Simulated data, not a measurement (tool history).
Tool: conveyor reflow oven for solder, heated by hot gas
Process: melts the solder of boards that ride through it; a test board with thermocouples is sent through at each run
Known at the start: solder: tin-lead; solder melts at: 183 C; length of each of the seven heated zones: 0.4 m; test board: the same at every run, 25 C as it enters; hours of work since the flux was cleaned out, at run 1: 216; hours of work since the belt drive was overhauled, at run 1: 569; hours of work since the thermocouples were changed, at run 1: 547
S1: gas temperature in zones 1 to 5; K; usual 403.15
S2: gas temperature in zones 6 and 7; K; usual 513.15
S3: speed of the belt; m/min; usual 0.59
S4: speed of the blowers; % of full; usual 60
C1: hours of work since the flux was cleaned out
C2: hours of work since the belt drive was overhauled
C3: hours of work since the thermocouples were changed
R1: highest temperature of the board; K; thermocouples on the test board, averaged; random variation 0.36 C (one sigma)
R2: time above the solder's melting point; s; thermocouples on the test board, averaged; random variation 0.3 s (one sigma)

run 1 hour=0 | S1=403.15 S2=513.15 S3=0.59 S4=60 | C1=216 C2=569 C3=547 | R1=489.75 R2=57.6
-- hour=23.1 thermocouples of zones 6 and 7 changed
-- hour=30.7 flux residue cleaned out of gas plates and filters
run 2 hour=34.5 | S1=403.15 S2=513.15 S3=0.59 S4=60 | C1=3 C2=587 C3=4 | R1=490.45 R2=57.4
run 3 hour=70.4 | S1=403.15 S2=513.15 S3=0.59 S4=60 | C1=26 C2=611 C3=28 | R1=489.45 R2=57
-- hour=109.6 flux residue cleaned out of gas plates and filters, once more
run 4 hour=111.3 | S1=414.15 S2=513.15 S3=0.59 S4=60 | C1=1 C2=635 C3=52 | R1=495.95 R2=65.9
run 5 hour=142.9 | S1=414.15 S2=513.15 S3=0.59 S4=60 | C1=22 C2=656 C3=73 | R1=495.45 R2=65.8
run 6 hour=170.6 | S1=403.15 S2=504.15 S3=0.59 S4=60 | C1=40 C2=674 C3=91 | R1=484.55 R2=53.5
run 7 hour=193.9 | S1=403.15 S2=510.15 S3=0.484 S4=51 | C1=56 C2=689 C3=106 | R1=494.05 R2=75.4
run 8 hour=222.2 | S1=403.15 S2=510.15 S3=0.484 S4=51 | C1=74 C2=708 C3=125 | R1=493.95 R2=75.7
run 9 hour=241.4 | S1=399.15 S2=501.15 S3=0.509 S4=64 | C1=87 C2=721 C3=138 | R1=487.55 R2=64.9

Run 10 comes next. What will it give?
run 10 hour=271.8 | S1=418.15 S2=511.15 S3=0.532 S4=55 | C1=107 C2=741 C3=158 | R1=? R2=?

R1: 494.95 K
R2: 75.6 s
Without the tool's hidden state the same run would have given R1 495.55 K, R2 75.5 s.
